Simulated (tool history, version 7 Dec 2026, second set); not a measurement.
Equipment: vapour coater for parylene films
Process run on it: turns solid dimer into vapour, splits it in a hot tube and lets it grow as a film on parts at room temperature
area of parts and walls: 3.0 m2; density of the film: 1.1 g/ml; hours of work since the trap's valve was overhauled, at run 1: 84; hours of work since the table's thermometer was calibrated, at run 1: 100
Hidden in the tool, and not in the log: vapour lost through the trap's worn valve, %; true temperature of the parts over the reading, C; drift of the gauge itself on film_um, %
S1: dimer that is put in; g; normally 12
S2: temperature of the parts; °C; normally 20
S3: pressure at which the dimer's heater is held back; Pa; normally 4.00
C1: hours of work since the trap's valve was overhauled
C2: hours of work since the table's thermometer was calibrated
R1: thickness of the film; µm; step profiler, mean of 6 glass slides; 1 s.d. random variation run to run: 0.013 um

| run | hour | S1 | S2 | S3 | C1 | C2 | R1 |
|---|---|---|---|---|---|---|---|
| 1 | 0.0 | 12 | 20 | 4.00 | 84 | 100 | 2.00 |
| 2 | 17.6 | 12 | 20 | 4.00 | 92 | 108 | 1.99 |
| 3 | 38.2 | 12 | 20 | 4.00 | 102 | 118 | 1.98 |
| 4 | 60.1 | 12 | 20 | 4.00 | 112 | 128 | 1.98 |
| 5 | 72.4 | 12 | 20 | 4.00 | 118 | 134 | 1.97 |
| 6 | 89.1 | 12 | 26 | 4.00 | 125 | 141 | 1.62 |
| 7 | 109.7 | 12 | 26 | 4.00 | 135 | 151 | 1.62 |
| 8 | 132.6 | 6 | 20 | 2.12 | 145 | 161 | 1.02 |
| 9 | 147.3 | 6 | 20 | 10.69 | 152 | 168 | 0.92 |
| 10 | 168.8 | 17 | 23 | 4.00 | 162 | 178 | 2.48 |
| 11 | 188.8 | 12 | 23 | 8.60 | 171 | 187 | 1.70 |
| 12 | 208.6 | 12 | 23 | 8.60 | 180 | 196 | 1.67 |
| 13 | 223.7 | 19 | 17 | 4.18 | 187 | 203 | 3.30 |

Run by run, hidden condition taken away, random variation retained:
| run | R1 |
|---|---|
| 1 | 2.09 |
| 2 | 2.08 |
| 3 | 2.09 |
| 4 | 2.09 |
| 5 | 2.09 |
| 6 | 1.72 |
| 7 | 1.73 |
| 8 | 1.09 |
| 9 | 0.99 |
| 10 | 2.68 |
| 11 | 1.84 |
| 12 | 1.82 |
| 13 | 3.62 |

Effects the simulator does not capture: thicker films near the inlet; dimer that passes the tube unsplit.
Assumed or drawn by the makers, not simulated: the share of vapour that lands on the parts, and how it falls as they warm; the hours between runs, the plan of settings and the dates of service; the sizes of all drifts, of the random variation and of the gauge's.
